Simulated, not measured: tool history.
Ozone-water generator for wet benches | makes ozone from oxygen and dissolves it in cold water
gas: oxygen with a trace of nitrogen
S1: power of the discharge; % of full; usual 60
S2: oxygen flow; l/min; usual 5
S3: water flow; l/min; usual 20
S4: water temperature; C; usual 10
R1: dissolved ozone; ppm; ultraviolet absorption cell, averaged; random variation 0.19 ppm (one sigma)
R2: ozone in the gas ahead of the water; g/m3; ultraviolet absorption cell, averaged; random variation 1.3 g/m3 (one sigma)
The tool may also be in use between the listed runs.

{"run": 1, "day": 0.0, "S1": 60, "S2": 5, "S3": 20, "S4": 10, "R1": 25.9, "R2": 240.3}
{"run": 2, "day": 4.362, "S1": 60, "S2": 6.66, "S3": 20, "S4": 10, "R1": 27.3, "R2": 213.9}
{"run": 3, "day": 8.492, "S1": 60, "S2": 6.66, "S3": 20, "S4": 10, "R1": 27.7, "R2": 213.8}
{"run": 4, "day": 13.738, "S1": 60, "S2": 6.66, "S3": 20, "S4": 10, "R1": 26.9, "R2": 213.2}
{"run": 5, "day": 19.321, "S1": 60, "S2": 6.66, "S3": 20, "S4": 10, "R1": 26.9, "R2": 214.8}
{"run": 6, "day": 24.838, "S1": 60, "S2": 6.66, "S3": 20, "S4": 10, "R1": 26.4, "R2": 213.1}
{"run": 7, "day": 30.221, "S1": 60, "S2": 6.66, "S3": 20, "S4": 10, "R1": 26.4, "R2": 210.6}
{"run": 8, "day": 35.375, "S1": 60, "S2": 6.66, "S3": 20, "S4": 10, "R1": 26.7, "R2": 212.6}
{"run": 9, "day": 40.867, "S1": 60, "S2": 5, "S3": 20, "S4": 10, "R1": 25.2, "R2": 239.3}
{"run": 10, "day": 45.904, "S1": 60, "S2": 5, "S3": 20, "S4": 10, "R1": 24.9, "R2": 237}
{"run": 11, "day": 49.975, "S1": 60, "S2": 5, "S3": 20, "S4": 10, "R1": 25.2, "R2": 237.4}
{"run": 12, "day": 54.425, "S1": 60, "S2": 5, "S3": 20, "S4": 10, "R1": 25.4, "R2": 236.8}
{"run": 13, "day": 59.65, "S1": 60, "S2": 5, "S3": 20, "S4": 10, "R1": 25, "R2": 237.9}
{"run": 14, "day": 62.446, "S1": 60, "S2": 5, "S3": 20, "S4": 10, "R1": 24.9, "R2": 235.5}
{"run": 15, "day": 66.838, "S1": 60, "S2": 3.55, "S3": 20, "S4": 10, "R1": 22.8, "R2": 269.2}
{"run": 16, "day": 71.212, "S1": 60, "S2": 3.55, "S3": 20, "S4": 10, "R1": 22.7, "R2": 270.9}
{"run": 17, "day": 76.367, "S1": 57, "S2": 5, "S3": 25, "S4": 10, "R1": 19.1, "R2": 225.7}
{"run": 18, "day": 80.862, "S1": 68, "S2": 5, "S3": 20, "S4": 8, "R1": 27.1, "R2": 252.3}
{"run": 19, "day": 83.546, "S1": 75, "S2": 5, "S3": 20, "S4": 10, "R1": 28.2, "R2": 268.3}
{"run": 20, "day": 86.875, "S1": 75, "S2": 5, "S3": 20, "S4": 10, "R1": 28.9, "R2": 269}
{"run": 21, "day": 91.321, "S1": 75, "S2": 5, "S3": 20, "S4": 10, "R1": 28.5, "R2": 265.7}
{"run": 22, "day": 95.662, "S1": 75, "S2": 5, "S3": 20, "S4": 10, "R1": 28.3, "R2": 265.1}
{"run": 23, "day": 98.625, "S1": 75, "S2": 5, "S3": 20, "S4": 10, "R1": 28.6, "R2": 269.6}
{"run": 24, "day": 102.671, "S1": 60, "S2": 2.94, "S3": 20, "S4": 15, "R1": 20.4, "R2": 287.2}
{"day": 104.146, "done": "water thermometer calibrated"}
{"run": 25, "day": 107.354, "S1": 60, "S2": 2.94, "S3": 20, "S4": 15, "R1": 20, "R2": 288.2}
{"run": 26, "day": 109.883, "S1": 60, "S2": 2.94, "S3": 20, "S4": 15, "R1": 20.5, "R2": 286.8}
{"run": 27, "day": 112.612, "S1": 60, "S2": 2.94, "S3": 20, "S4": 15, "R1": 20.2, "R2": 285.5}
{"run": 28, "day": 115.708, "S1": 60, "S2": 2.94, "S3": 29, "S4": 15, "R1": 13.3, "R2": 287.6}
{"run": 29, "day": 120.538, "S1": 41, "S2": 2.94, "S3": 29, "S4": 6, "R1": 11, "R2": 226}
{"run": 30, "day": 125.921, "S1": 41, "S2": 2.94, "S3": 29, "S4": 8, "R1": 10.9, "R2": 223.7}
{"run": 31, "day": 130.792, "S1": 71, "S2": 7.45, "S3": 17, "S4": 6, "R1": 35.2, "R2": 216.3}
{"run": 32, "day": 133.358, "S1": 50, "S2": 6.38, "S3": 17, "S4": 14, "R1": 24.3, "R2": 182.6}

Some steps in R1 between neighbouring runs. How much of each would the tool show without its hidden state too (settings, what came in, random variation), and how much is left for the hidden state, with any gauge scatter that isn't in both results?
The hidden state here: yield of the discharge, % of new electrodes'; contactor's efficiency, % of a clean one's; true water temperature over the reading, C; drift of the gauge itself on ozone_ppm, %; drift of the gauge itself on gas_g_m3, %.
Run 23 -> 24: S1 75 -> 60, S2 5 -> 2.94, S4 10 -> 15. R1 -8.2 ppm: hidden state +0.7, all else -8.9.
Run 30 -> 31: S1 41 -> 71, S2 2.94 -> 7.45, S3 29 -> 17, S4 8 -> 6. R1 +24.3 ppm: hidden state -2.2, all else +26.5.
Run 31 -> 32: S1 71 -> 50, S2 7.45 -> 6.38, S4 6 -> 14. R1 -10.9 ppm: hidden state +1.2, all else -12.1.
